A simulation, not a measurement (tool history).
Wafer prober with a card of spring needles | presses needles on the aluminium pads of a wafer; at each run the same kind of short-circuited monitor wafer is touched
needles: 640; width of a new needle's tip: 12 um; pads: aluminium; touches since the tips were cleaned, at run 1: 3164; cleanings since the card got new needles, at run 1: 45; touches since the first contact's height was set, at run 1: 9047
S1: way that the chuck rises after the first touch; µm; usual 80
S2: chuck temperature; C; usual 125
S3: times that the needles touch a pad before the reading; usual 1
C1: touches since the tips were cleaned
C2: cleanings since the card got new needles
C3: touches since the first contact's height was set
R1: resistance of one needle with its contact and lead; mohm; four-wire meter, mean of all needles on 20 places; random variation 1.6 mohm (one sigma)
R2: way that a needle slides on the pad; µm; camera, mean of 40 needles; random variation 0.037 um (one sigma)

run	hour	S1	S2	S3	C1	C2	C3	R1	R2
1	0.0	80	125	1	3164	45	9047	180	10.59
# hour 4.4: tips cleaned on abrasive film
2	9.0	80	125	1	1956	46	12797	210	10.62
# hour 16.3: tips cleaned on abrasive film
3	21.9	80	125	1	2361	47	18166	178	10.60
# hour 28.0: tips cleaned on abrasive film
# hour 30.2: tips cleaned on abrasive film, once more
4	30.2	80	29	1	0	49	21591	140	10.54
5	38.6	80	29	1	3510	49	25101	174	10.57
# hour 42.3: tips cleaned on abrasive film
6	45.5	83	29	1	1307	50	27952	155	10.91
7	52.4	80	125	1	4244	50	30889	190	10.51
# hour 53.7: tips cleaned on abrasive film
# hour 66.0: tips cleaned on abrasive film
8	66.0	80	125	1	0	52	36490	154	10.48
9	76.7	80	125	1	4517	52	41007	192	10.50
# hour 78.1: tips cleaned on abrasive film
10	85.1	80	125	1	2919	53	44490	184	10.48
# hour 90.4: tips cleaned on abrasive film
11	95.3	80	125	1	2072	54	48737	182	10.48
# hour 101.9: tips cleaned on abrasive film
12	103.0	80	125	2	464	55	51951	160	10.49
# hour 113.8: tips cleaned on abrasive film
13	113.8	80	125	2	0	56	56424	156	10.49
14	122.4	80	125	1	3618	56	60042	187	10.48
# hour 125.2: tips cleaned on abrasive film
15	134.5	80	125	1	3919	57	65119	189	10.45
# hour 136.7: tips cleaned on abrasive film
16	147.8	80	125	1	4644	58	70638	194	10.46
# hour 148.9: tips cleaned on abrasive film
# hour 160.7: tips cleaned on abrasive film
17	160.7	89	35	1	11	60	75998	145	11.59
# hour 173.3: tips cleaned on abrasive film
18	173.3	67	111	1	0	61	81236	162	8.69
# hour 185.0: tips cleaned on abrasive film
19	188.2	74	34	1	1318	62	87463	165	9.59
# hour 196.6: tips cleaned on abrasive film
20	202.4	68	70	1	2438	63	93413	189	8.81
# hour 208.8: tips cleaned on abrasive film
21	208.9	81	72	2	10	64	96082	152	10.43
22	218.8	85	46	1	4172	64	100244	182	10.96
# hour 220.9: tips cleaned on abrasive film
23	229.6	85	46	1	3629	65	104741	176	11.00
# hour 232.7: tips cleaned on abrasive film
24	243.6	80	59	1	4561	66	110599	188	10.35
# hour 244.6: tips cleaned on abrasive film
# hour 249.0: height of the first contact set anew
# hour 256.7: tips cleaned on abrasive film
25	256.7	82	46	2	0	68	3182	144	10.91
26	263.1	94	106	1	2712	68	5894	172	12.58
# hour 269.0: tips cleaned on abrasive film
27	272.8	98	81	3	1629	69	9946	149	13.02
# hour 281.2: tips cleaned on abrasive film
28	287.6	98	34	2	2653	70	16093	153	13.04
# hour 293.4: tips cleaned on abrasive film
29	301.3	84	114	3	3302	71	21825	164	11.13
# hour 305.4: tips cleaned on abrasive film
30	313.7	80	125	3	3498	72	27017	166	10.56
# hour 316.8: tips cleaned on abrasive film
31	320.5	80	125	3	1518	73	29803	163	10.56
32	327.9	85	89	1	4658	73	32943	188	11.23

Some steps in R1 between neighbouring runs. How much of each would the tool show without its hidden state too (settings, what came in, random variation), and how much is left for the hidden state, with any gauge scatter that isn't in both results?
The hidden state here: debris on the tips, nm; way that the needles fall short of the set height, um; tips' diameter, um; drift of the gauge itself on contact_mohm, %; drift of the gauge itself on scrub_um, %.
Run 3 -> 4: S2 125 -> 29, tips cleaned on abrasive film, tips cleaned on abrasive film, once more. R1 -38 mohm: hidden state -22, all else -16.
Run 16 -> 17: S1 80 -> 89, S2 125 -> 35, tips cleaned on abrasive film, tips cleaned on abrasive film. R1 -49 mohm: hidden state -37, all else -12.
Run 20 -> 21: S1 68 -> 81, S2 70 -> 72, S3 1 -> 2, tips cleaned on abrasive film. R1 -37 mohm: hidden state -36, all else -1.
Run 24 -> 25: S1 80 -> 82, S2 59 -> 46, S3 1 -> 2, tips cleaned on abrasive film, height of the first contact set anew, tips cleaned on abrasive film. R1 -44 mohm: hidden state -43, all else -1.

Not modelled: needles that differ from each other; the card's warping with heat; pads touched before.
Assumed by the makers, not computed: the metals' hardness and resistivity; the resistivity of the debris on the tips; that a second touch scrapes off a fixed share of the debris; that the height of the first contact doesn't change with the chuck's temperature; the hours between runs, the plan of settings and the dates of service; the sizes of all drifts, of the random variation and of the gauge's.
